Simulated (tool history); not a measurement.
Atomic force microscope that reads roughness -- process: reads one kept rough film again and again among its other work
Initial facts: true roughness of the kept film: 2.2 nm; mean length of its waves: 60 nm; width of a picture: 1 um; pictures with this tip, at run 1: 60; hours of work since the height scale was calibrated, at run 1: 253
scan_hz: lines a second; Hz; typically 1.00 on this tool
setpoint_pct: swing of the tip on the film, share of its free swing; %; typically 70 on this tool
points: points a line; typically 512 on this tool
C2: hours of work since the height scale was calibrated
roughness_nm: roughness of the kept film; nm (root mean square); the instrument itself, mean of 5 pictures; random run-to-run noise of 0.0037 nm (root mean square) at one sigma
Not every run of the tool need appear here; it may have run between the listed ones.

{"run": 1, "hour": 0.0, "scan_hz": 1.0, "setpoint_pct": 70, "points": 512, "pictures with this tip": 60, "C2": 253, "roughness_nm": 2.042}
{"run": 2, "hour": 40.4, "scan_hz": 1.0, "setpoint_pct": 70, "points": 512, "pictures with this tip": 117, "C2": 278, "roughness_nm": 2.04}
{"run": 3, "hour": 80.6, "scan_hz": 1.0, "setpoint_pct": 70, "points": 390, "pictures with this tip": 173, "C2": 303, "roughness_nm": 2.043}
{"hour": 107.7, "done": "new tip fitted"}
{"run": 4, "hour": 107.7, "scan_hz": 1.0, "setpoint_pct": 70, "points": 512, "pictures with this tip": 0, "C2": 319, "roughness_nm": 2.044}
{"run": 5, "hour": 159.3, "scan_hz": 1.0, "setpoint_pct": 70, "points": 512, "pictures with this tip": 72, "C2": 350, "roughness_nm": 2.043}
{"run": 6, "hour": 194.7, "scan_hz": 1.0, "setpoint_pct": 70, "points": 512, "pictures with this tip": 122, "C2": 372, "roughness_nm": 2.043}
{"run": 7, "hour": 224.3, "scan_hz": 1.0, "setpoint_pct": 70, "points": 512, "pictures with this tip": 163, "C2": 390, "roughness_nm": 2.041}
{"hour": 258.5, "done": "new tip fitted"}
{"run": 8, "hour": 258.5, "scan_hz": 1.0, "setpoint_pct": 70, "points": 512, "pictures with this tip": 0, "C2": 411, "roughness_nm": 2.048}
{"run": 9, "hour": 295.8, "scan_hz": 1.0, "setpoint_pct": 70, "points": 512, "pictures with this tip": 52, "C2": 434, "roughness_nm": 2.043}
{"run": 10, "hour": 318.4, "scan_hz": 1.0, "setpoint_pct": 70, "points": 339, "pictures with this tip": 84, "C2": 447, "roughness_nm": 2.037}
{"run": 11, "hour": 355.1, "scan_hz": 1.0, "setpoint_pct": 70, "points": 339, "pictures with this tip": 135, "C2": 470, "roughness_nm": 2.04}
{"run": 12, "hour": 380.0, "scan_hz": 1.0, "setpoint_pct": 70, "points": 339, "pictures with this tip": 170, "C2": 485, "roughness_nm": 2.039}
{"run": 13, "hour": 404.2, "scan_hz": 1.0, "setpoint_pct": 58, "points": 339, "pictures with this tip": 204, "C2": 500, "roughness_nm": 2.104}
{"hour": 411.5, "done": "new tip fitted"}
{"run": 14, "hour": 431.3, "scan_hz": 3.83, "setpoint_pct": 58, "points": 339, "pictures with this tip": 27, "C2": 516, "roughness_nm": 1.95}
{"run": 15, "hour": 464.4, "scan_hz": 3.83, "setpoint_pct": 58, "points": 339, "pictures with this tip": 74, "C2": 536, "roughness_nm": 1.95}
{"run": 16, "hour": 513.8, "scan_hz": 1.0, "setpoint_pct": 70, "points": 512, "pictures with this tip": 143, "C2": 567, "roughness_nm": 2.047}
{"run": 17, "hour": 557.5, "scan_hz": 0.89, "setpoint_pct": 70, "points": 512, "pictures with this tip": 205, "C2": 593, "roughness_nm": 2.053}
{"hour": 561.9, "done": "new tip fitted"}
{"run": 18, "hour": 588.6, "scan_hz": 1.64, "setpoint_pct": 70, "points": 512, "pictures with this tip": 38, "C2": 612, "roughness_nm": 1.969}
{"run": 19, "hour": 629.8, "scan_hz": 1.01, "setpoint_pct": 70, "points": 512, "pictures with this tip": 95, "C2": 637, "roughness_nm": 2.043}
{"run": 20, "hour": 655.2, "scan_hz": 1.0, "setpoint_pct": 70, "points": 649, "pictures with this tip": 131, "C2": 653, "roughness_nm": 2.04}
{"run": 21, "hour": 698.1, "scan_hz": 1.0, "setpoint_pct": 70, "points": 649, "pictures with this tip": 191, "C2": 679, "roughness_nm": 2.043}
{"hour": 712.6, "done": "new tip fitted"}
{"run": 22, "hour": 733.4, "scan_hz": 1.0, "setpoint_pct": 70, "points": 649, "pictures with this tip": 29, "C2": 700, "roughness_nm": 2.047}
{"run": 23, "hour": 784.9, "scan_hz": 1.0, "setpoint_pct": 70, "points": 649, "pictures with this tip": 101, "C2": 732, "roughness_nm": 2.039}
{"run": 24, "hour": 822.6, "scan_hz": 1.0, "setpoint_pct": 70, "points": 512, "pictures with this tip": 154, "C2": 755, "roughness_nm": 2.04}
{"hour": 863.3, "done": "new tip fitted"}
{"run": 25, "hour": 875.0, "scan_hz": 1.0, "setpoint_pct": 70, "points": 512, "pictures with this tip": 16, "C2": 787, "roughness_nm": 2.037}
{"run": 26, "hour": 913.1, "scan_hz": 0.72, "setpoint_pct": 57, "points": 512, "pictures with this tip": 70, "C2": 810, "roughness_nm": 2.121}
{"run": 27, "hour": 963.6, "scan_hz": 0.86, "setpoint_pct": 58, "points": 512, "pictures with this tip": 141, "C2": 841, "roughness_nm": 2.111}
{"run": 28, "hour": 1008.2, "scan_hz": 0.86, "setpoint_pct": 58, "points": 512, "pictures with this tip": 203, "C2": 868, "roughness_nm": 2.119}
{"hour": 1014.0, "done": "new tip fitted"}
{"run": 29, "hour": 1036.9, "scan_hz": 0.82, "setpoint_pct": 81, "points": 928, "pictures with this tip": 32, "C2": 885, "roughness_nm": 1.993}
{"run": 30, "hour": 1072.7, "scan_hz": 0.82, "setpoint_pct": 81, "points": 928, "pictures with this tip": 82, "C2": 907, "roughness_nm": 1.989}
{"run": 31, "hour": 1114.7, "scan_hz": 1.69, "setpoint_pct": 69, "points": 597, "pictures with this tip": 141, "C2": 933, "roughness_nm": 1.971}
{"hour": 1164.7, "done": "new tip fitted"}
{"run": 32, "hour": 1164.7, "scan_hz": 1.69, "setpoint_pct": 69, "points": 597, "pictures with this tip": 0, "C2": 963, "roughness_nm": 1.972}
{"run": 33, "hour": 1196.8, "scan_hz": 1.69, "setpoint_pct": 69, "points": 597, "pictures with this tip": 46, "C2": 983, "roughness_nm": 1.97}
{"run": 34, "hour": 1231.4, "scan_hz": 1.69, "setpoint_pct": 69, "points": 597, "pictures with this tip": 94, "C2": 1004, "roughness_nm": 1.967}
{"run": 35, "hour": 1283.8, "scan_hz": 1.69, "setpoint_pct": 69, "points": 292, "pictures with this tip": 168, "C2": 1036, "roughness_nm": 1.968}
{"run": 36, "hour": 1306.1, "scan_hz": 3.63, "setpoint_pct": 64, "points": 724, "pictures with this tip": 199, "C2": 1050, "roughness_nm": 1.874}
{"hour": 1316.7, "done": "new tip fitted"}
{"run": 37, "hour": 1353.7, "scan_hz": 1.16, "setpoint_pct": 70, "points": 284, "pictures with this tip": 52, "C2": 1079, "roughness_nm": 2.017}
{"run": 38, "hour": 1406.4, "scan_hz": 1.16, "setpoint_pct": 74, "points": 620, "pictures with this tip": 126, "C2": 1111, "roughness_nm": 1.989}
{"run": 39, "hour": 1448.4, "scan_hz": 1.15, "setpoint_pct": 70, "points": 512, "pictures with this tip": 185, "C2": 1137, "roughness_nm": 2.018}
{"hour": 1468.1, "done": "new tip fitted"}
{"run": 40, "hour": 1488.5, "scan_hz": 2.02, "setpoint_pct": 70, "points": 447, "pictures with this tip": 29, "C2": 1161, "roughness_nm": 1.923}
{"run": 41, "hour": 1514.1, "scan_hz": 2.02, "setpoint_pct": 70, "points": 447, "pictures with this tip": 65, "C2": 1176, "roughness_nm": 1.919}
{"run": 42, "hour": 1537.0, "scan_hz": 3.9, "setpoint_pct": 88, "points": 826, "pictures with this tip": 97, "C2": 1190, "roughness_nm": 1.352}
{"run": 43, "hour": 1586.0, "scan_hz": 3.9, "setpoint_pct": 88, "points": 826, "pictures with this tip": 165, "C2": 1220, "roughness_nm": 1.351}
{"run": 44, "hour": 1608.5, "scan_hz": 3.9, "setpoint_pct": 88, "points": 826, "pictures with this tip": 197, "C2": 1234, "roughness_nm": 1.347}
{"hour": 1619.5, "done": "new tip fitted"}
{"run": 45, "hour": 1645.9, "scan_hz": 0.84, "setpoint_pct": 76, "points": 670, "pictures with this tip": 37, "C2": 1257, "roughness_nm": 2.021}
{"run": 46, "hour": 1681.0, "scan_hz": 0.84, "setpoint_pct": 73, "points": 515, "pictures with this tip": 86, "C2": 1278, "roughness_nm": 2.038}
{"run": 47, "hour": 1707.8, "scan_hz": 0.84, "setpoint_pct": 73, "points": 515, "pictures with this tip": 124, "C2": 1295, "roughness_nm": 2.044}
{"run": 48, "hour": 1736.8, "scan_hz": 0.84, "setpoint_pct": 73, "points": 515, "pictures with this tip": 165, "C2": 1312, "roughness_nm": 2.039}
{"hour": 1771.4, "done": "new tip fitted"}
{"run": 49, "hour": 1777.6, "scan_hz": 1.0, "setpoint_pct": 85, "points": 512, "pictures with this tip": 9, "C2": 1337, "roughness_nm": 1.909}
{"run": 50, "hour": 1801.4, "scan_hz": 1.0, "setpoint_pct": 57, "points": 512, "pictures with this tip": 42, "C2": 1352, "roughness_nm": 2.111}

Here are 3 independent what-if runs from the current tool condition. What would each one return?
{"run": "A", "hour": 1852.8, "scan_hz": 1.0, "setpoint_pct": 79, "points": 1007, "pictures with this tip": 115, "C2": 1383, "roughness_nm": "?"}
{"run": "B", "hour": 1852.8, "scan_hz": 1.0, "setpoint_pct": 56, "points": 429, "pictures with this tip": 115, "C2": 1383, "roughness_nm": "?"}
{"run": "C", "hour": 1852.8, "scan_hz": 1.0, "setpoint_pct": 69, "points": 512, "pictures with this tip": 115, "C2": 1383, "roughness_nm": "?"}

run=A roughness_nm=1.977
run=B roughness_nm=2.116
run=C roughness_nm=2.048
Without the tool's unlogged condition, the same runs would have read:
run=A roughness_nm=1.980
run=B roughness_nm=2.120
run=C roughness_nm=2.052
